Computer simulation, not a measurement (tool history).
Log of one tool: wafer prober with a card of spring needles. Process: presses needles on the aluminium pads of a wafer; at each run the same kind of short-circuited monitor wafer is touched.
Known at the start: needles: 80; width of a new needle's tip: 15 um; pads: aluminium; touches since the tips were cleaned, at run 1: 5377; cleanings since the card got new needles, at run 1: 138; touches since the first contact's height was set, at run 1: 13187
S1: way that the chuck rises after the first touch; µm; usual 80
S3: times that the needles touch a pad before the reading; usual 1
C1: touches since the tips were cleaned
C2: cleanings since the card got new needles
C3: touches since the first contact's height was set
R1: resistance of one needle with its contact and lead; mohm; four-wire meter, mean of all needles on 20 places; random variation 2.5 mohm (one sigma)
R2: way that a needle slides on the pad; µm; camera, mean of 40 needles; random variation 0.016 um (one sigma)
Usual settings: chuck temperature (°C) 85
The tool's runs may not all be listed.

{"run": 1, "day": 0.0, "S1": 80, "chuck temperature (°C)": 85, "S3": 1, "C1": 5377, "C2": 138, "C3": 13187, "R1": 296, "R2": 21.59}
{"day": 0.292, "done": "tips cleaned on abrasive film"}
{"day": 0.871, "done": "tips cleaned on abrasive film"}
{"day": 1.45, "done": "tips cleaned on abrasive film"}
{"run": 2, "day": 1.45, "S1": 80, "chuck temperature (°C)": 85, "S3": 1, "C1": 7, "C2": 141, "C3": 32718, "R1": 294, "R2": 21.57}
{"day": 2.038, "done": "tips cleaned on abrasive film"}
{"day": 2.696, "done": "tips cleaned on abrasive film"}
{"run": 3, "day": 3.112, "S1": 80, "chuck temperature (°C)": 85, "S3": 1, "C1": 5634, "C2": 143, "C3": 55175, "R1": 298, "R2": 21.58}
{"day": 3.404, "done": "tips cleaned on abrasive film"}
{"day": 4.108, "done": "tips cleaned on abrasive film"}
{"run": 4, "day": 4.612, "S1": 80, "chuck temperature (°C)": 56, "S3": 1, "C1": 6849, "C2": 145, "C3": 75453, "R1": 284, "R2": 21.59}
{"day": 4.762, "done": "tips cleaned on abrasive film"}
{"day": 4.775, "done": "height of the first contact set anew"}
{"day": 5.354, "done": "tips cleaned on abrasive film"}
{"day": 5.954, "done": "tips cleaned on abrasive film"}
{"run": 5, "day": 5.954, "S1": 80, "chuck temperature (°C)": 56, "S3": 1, "C1": 0, "C2": 148, "C3": 15940, "R1": 284, "R2": 21.6}
{"day": 6.533, "done": "tips cleaned on abrasive film"}
{"run": 6, "day": 7.075, "S1": 80, "chuck temperature (°C)": 56, "S3": 1, "C1": 7326, "C2": 149, "C3": 31077, "R1": 285, "R2": 21.6}
{"day": 7.221, "done": "tips cleaned on abrasive film"}
{"day": 7.904, "done": "tips cleaned on abrasive film"}
{"day": 8.625, "done": "tips cleaned on abrasive film"}
{"day": 9.329, "done": "tips cleaned on abrasive film"}
{"run": 7, "day": 9.562, "S1": 80, "chuck temperature (°C)": 85, "S3": 1, "C1": 3201, "C2": 153, "C3": 64645, "R1": 292, "R2": 21.59}
{"day": 10.0, "done": "tips cleaned on abrasive film"}
{"day": 10.554, "done": "height of the first contact set anew"}
{"day": 10.696, "done": "tips cleaned on abrasive film"}
{"run": 8, "day": 10.696, "S1": 80, "chuck temperature (°C)": 85, "S3": 3, "C1": 0, "C2": 155, "C3": 1868, "R1": 292, "R2": 21.57}
{"day": 11.392, "done": "tips cleaned on abrasive film"}
{"day": 12.117, "done": "tips cleaned on abrasive film"}
{"run": 9, "day": 12.558, "S1": 89, "chuck temperature (°C)": 85, "S3": 1, "C1": 6038, "C2": 157, "C3": 27055, "R1": 289, "R2": 23.99}
{"day": 12.708, "done": "tips cleaned on abrasive film"}
{"day": 13.375, "done": "tips cleaned on abrasive film"}
{"day": 13.954, "done": "tips cleaned on abrasive film"}
{"day": 14.533, "done": "tips cleaned on abrasive film"}
{"run": 10, "day": 14.825, "S1": 89, "chuck temperature (°C)": 85, "S3": 1, "C1": 3934, "C2": 161, "C3": 57572, "R1": 292, "R2": 24.04}
{"day": 15.204, "done": "tips cleaned on abrasive film"}
{"day": 15.783, "done": "tips cleaned on abrasive film"}
{"day": 16.304, "done": "height of the first contact set anew"}
{"day": 16.454, "done": "tips cleaned on abrasive film"}
{"run": 11, "day": 16.5, "S1": 89, "chuck temperature (°C)": 85, "S3": 1, "C1": 613, "C2": 164, "C3": 2566, "R1": 291, "R2": 24.02}
{"day": 17.079, "done": "tips cleaned on abrasive film"}
{"day": 17.796, "done": "tips cleaned on abrasive film"}
{"day": 18.5, "done": "tips cleaned on abrasive film"}
{"run": 12, "day": 18.571, "S1": 89, "chuck temperature (°C)": 85, "S3": 1, "C1": 926, "C2": 167, "C3": 30529, "R1": 295, "R2": 24.0}
{"day": 19.15, "done": "tips cleaned on abrasive film"}
{"day": 19.729, "done": "tips cleaned on abrasive film"}
{"run": 13, "day": 20.292, "S1": 80, "chuck temperature (°C)": 67, "S3": 1, "C1": 7642, "C2": 169, "C3": 53792, "R1": 289, "R2": 21.55}
{"day": 20.438, "done": "tips cleaned on abrasive film"}
{"day": 21.129, "done": "tips cleaned on abrasive film"}
{"day": 21.821, "done": "tips cleaned on abrasive film"}
{"day": 22.121, "done": "height of the first contact set anew"}
{"run": 14, "day": 22.354, "S1": 80, "chuck temperature (°C)": 85, "S3": 1, "C1": 7038, "C2": 172, "C3": 3133, "R1": 294, "R2": 21.6}
{"day": 22.475, "done": "tips cleaned on abrasive film"}
{"day": 23.175, "done": "tips cleaned on abrasive film"}
{"day": 23.788, "done": "tips cleaned on abrasive film"}
{"run": 15, "day": 23.788, "S1": 80, "chuck temperature (°C)": 85, "S3": 1, "C1": 0, "C2": 175, "C3": 22465, "R1": 292, "R2": 21.58}
{"day": 24.5, "done": "tips cleaned on abrasive film"}
{"day": 25.175, "done": "tips cleaned on abrasive film"}
{"day": 25.804, "done": "tips cleaned on abrasive film"}
{"run": 16, "day": 25.804, "S1": 80, "chuck temperature (°C)": 43, "S3": 3, "C1": 0, "C2": 178, "C3": 49662, "R1": 280, "R2": 21.56}
{"day": 26.383, "done": "tips cleaned on abrasive film"}
{"run": 17, "day": 26.933, "S1": 80, "chuck temperature (°C)": 43, "S3": 3, "C1": 7488, "C2": 179, "C3": 64960, "R1": 277, "R2": 21.55}
{"day": 27.075, "done": "tips cleaned on abrasive film"}
{"day": 27.738, "done": "tips cleaned on abrasive film"}
{"day": 27.862, "done": "height of the first contact set anew"}
{"day": 28.442, "done": "tips cleaned on abrasive film"}
{"run": 18, "day": 28.975, "S1": 66, "chuck temperature (°C)": 49, "S3": 1, "C1": 7213, "C2": 182, "C3": 15023, "R1": 287, "R2": 17.81}
{"day": 29.108, "done": "tips cleaned on abrasive film"}
{"day": 29.688, "done": "tips cleaned on abrasive film"}
{"day": 30.267, "done": "tips cleaned on abrasive film"}
{"day": 30.846, "done": "tips cleaned on abrasive film"}
{"day": 31.425, "done": "tips cleaned on abrasive film"}
{"run": 19, "day": 31.475, "S1": 66, "chuck temperature (°C)": 49, "S3": 1, "C1": 712, "C2": 187, "C3": 48731, "R1": 286, "R2": 17.8}
{"day": 32.054, "done": "tips cleaned on abrasive film"}
{"day": 32.779, "done": "tips cleaned on abrasive film"}
{"day": 33.467, "done": "tips cleaned on abrasive film"}
{"day": 33.621, "done": "height of the first contact set anew"}
{"run": 20, "day": 33.671, "S1": 66, "chuck temperature (°C)": 49, "S3": 1, "C1": 2635, "C2": 190, "C3": 682, "R1": 288, "R2": 17.8}
{"day": 34.079, "done": "tips cleaned on abrasive film"}
{"day": 34.658, "done": "tips cleaned on abrasive film"}
{"day": 35.383, "done": "tips cleaned on abrasive film"}
{"day": 36.092, "done": "tips cleaned on abrasive film"}
{"run": 21, "day": 36.2, "S1": 66, "chuck temperature (°C)": 69, "S3": 1, "C1": 1433, "C2": 194, "C3": 34771, "R1": 292, "R2": 17.78}
{"day": 36.779, "done": "tips cleaned on abrasive film"}
{"day": 37.425, "done": "tips cleaned on abrasive film"}
{"run": 22, "day": 37.425, "S1": 97, "chuck temperature (°C)": 62, "S3": 1, "C1": 0, "C2": 196, "C3": 51323, "R1": 281, "R2": 26.15}
{"day": 38.108, "done": "tips cleaned on abrasive film"}
{"day": 38.688, "done": "tips cleaned on abrasive film"}
{"run": 23, "day": 39.071, "S1": 80, "chuck temperature (°C)": 45, "S3": 1, "C1": 5230, "C2": 198, "C3": 73570, "R1": 282, "R2": 21.58}

Run 24 comes next. What will it give?
{"day": 39.342, "done": "tips cleaned on abrasive film"}
{"day": 39.5, "done": "height of the first contact set anew"}
{"day": 40.05, "done": "tips cleaned on abrasive film"}
{"day": 40.758, "done": "tips cleaned on abrasive film"}
{"run": 24, "day": 41.15, "S1": 64, "chuck temperature (°C)": 107, "S3": 1, "C1": 5341, "C2": 201, "C3": 22331, "R1": "?", "R2": "?"}

R1: 303 mohm
R2: 17.28 µm
Without the tool's hidden state the same run would have given R1 302 mohm, R2 17.28 µm.
